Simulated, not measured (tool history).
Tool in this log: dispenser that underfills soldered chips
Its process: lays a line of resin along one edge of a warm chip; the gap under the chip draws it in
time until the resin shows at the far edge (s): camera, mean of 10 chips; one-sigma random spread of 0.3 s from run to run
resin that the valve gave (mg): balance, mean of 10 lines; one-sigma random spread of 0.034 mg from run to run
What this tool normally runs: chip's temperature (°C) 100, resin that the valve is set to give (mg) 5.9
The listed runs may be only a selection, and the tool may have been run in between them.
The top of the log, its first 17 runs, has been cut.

run   hour  chip's temperature (°C)  resin that the valve is set to give (mg)  time until the resin shows at the far edge (s)  resin that the valve gave (mg)
     136.1  -- new syringe of resin
 18  137.6                       90                                       5.9                                             4.7                            5.77
 19  145.3                       90                                       5.9                                             7.1                            5.71
       152  -- new syringe of resin
 20  153.2                       90                                       5.9                                             4.6                            5.67
     160.5  -- dispensing valve cleaned and set on the balance
 21  164.3                       90                                       5.9                                             6.9                            5.88
     168.8  -- new syringe of resin
 22  172.9                       90                                       5.9                                             5.8                            5.89
 23  181.1                       90                                      6.43                                             7.5                            6.34
     185.2  -- new syringe of resin
 24    189                      109                                      5.66                                             2.7                            5.59
 25  195.5                       98                                      5.15                                             5.1                            5.05
     201.5  -- new syringe of resin
 26  202.1                       98                                      5.15                                             3.5                            5.02
 27  206.6                       90                                      5.15                                             5.7                            5.04
 28    211                       99                                      7.15                                             4.4                            6.97
     217.4  -- new syringe of resin
 29  219.5                       92                                      6.43                                             4.4                            6.28
 30  226.5                       94                                      7.52                                               5                            7.37
     233.6  -- new syringe of resin
     237.5  -- dispensing valve cleaned and set on the balance
 31  237.5                       94                                      7.52                                             4.2                            7.47
 32  243.7                      103                                      6.61                                             3.6                            6.56
     250.3  -- new syringe of resin
 33  253.8                      103                                      6.61                                             2.9                            6.54
 34  263.2                      105                                       5.3                                             3.9                            5.28
     266.4  -- new syringe of resin
 35    272                       91                                      7.65                                             5.3                            7.47

Consider 4 possible next runs. They are alternatives, not a sequence: every one starts from the tool as it was left by run 35. What does each give?
  A  280.5                      109                                      5.63                                               ?                               ?
  B  280.5                      108                                      6.82                                               ?                               ?
  C  280.5                      111                                      7.65                                               ?                               ?
  D  280.5                      110                                      6.05                                               ?                               ?

run  time until the resin shows at the far edge (s)  resin that the valve gave (mg)
  A                                               4                            5.53
  B                                             3.5                             6.7
  C                                             3.1                            7.43
  D                                             3.2                            5.95
The same runs, with their run-to-run variation unchanged, on a tool lacking any hidden condition would have given:
run  time until the resin shows at the far edge (s)  resin that the valve gave (mg)
  A                                             2.4                            5.65
  B                                               2                            6.86
  C                                             1.7                             7.6
  D                                             1.8                            6.09

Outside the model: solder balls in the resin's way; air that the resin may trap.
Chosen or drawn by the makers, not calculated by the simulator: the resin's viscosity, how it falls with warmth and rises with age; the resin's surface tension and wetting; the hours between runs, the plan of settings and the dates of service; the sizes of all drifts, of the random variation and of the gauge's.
